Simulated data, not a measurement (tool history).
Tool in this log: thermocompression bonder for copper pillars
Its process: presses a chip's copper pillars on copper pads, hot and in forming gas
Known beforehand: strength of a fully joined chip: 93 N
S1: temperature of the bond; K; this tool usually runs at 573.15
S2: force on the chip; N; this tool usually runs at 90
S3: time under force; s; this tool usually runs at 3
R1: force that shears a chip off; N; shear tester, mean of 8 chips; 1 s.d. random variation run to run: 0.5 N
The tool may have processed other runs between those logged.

run	day	S1	S2	S3	R1
1	0	573.15	90	3	35.5
2	0.817	573.15	90	3	36.1
3	1.483	573.15	90	3	36.5
4	2.3	573.15	90	3	36.1
5	3.1	573.15	90	3	36.2
6	3.833	573.15	90	3	36.7
7	4.438	573.15	90	3	36.1
8	4.988	573.15	90	3	36.9
9	5.575	573.15	62	3	29.6
# day 5.867: heater calibrated with a thermocouple chip
10	6.025	573.15	62	3	28.9
11	6.804	573.15	62	3	28.7
12	7.371	573.15	83	3	34.7
13	7.767	573.15	121	3	42.9
14	8.412	573.15	121	3	43.7
# day 8.596: forming gas filter changed
15	9.067	573.15	121	3	43.3
16	9.821	573.15	121	3	43.1
17	10.367	573.15	64	7	40.5
18	11.133	547.15	79	2	19.8
19	11.762	547.15	79	2	19.9
20	12.471	583.15	119	6	58.3
21	13.15	581.15	66	6	43.4
22	13.533	581.15	66	6	43.1
23	13.975	585.15	76	2	31.1
24	14.7	585.15	76	2	32.3
25	15.071	585.15	76	2	32.6
26	15.65	598.15	90	5	55.6
27	16.425	551.15	98	2	24.9
28	17.092	548.15	98	2	23.3

Each row is a separate what-if for the run after 28, all from the same tool condition, not one after another. Results?
A	17.708	573.15	83	5	?
B	17.708	548.15	98	4	?
C	17.708	579.15	55	9	?
D	17.708	563.15	98	2	?
E	17.708	595.15	87	4	?

run	R1
A	42.4
B	32
C	44
D	30
E	48.9
The same runs, with their run-to-run variation unchanged, on a tool lacking any hidden condition would have given:
run	R1
A	42.4
B	32
C	44.1
D	30
E	49
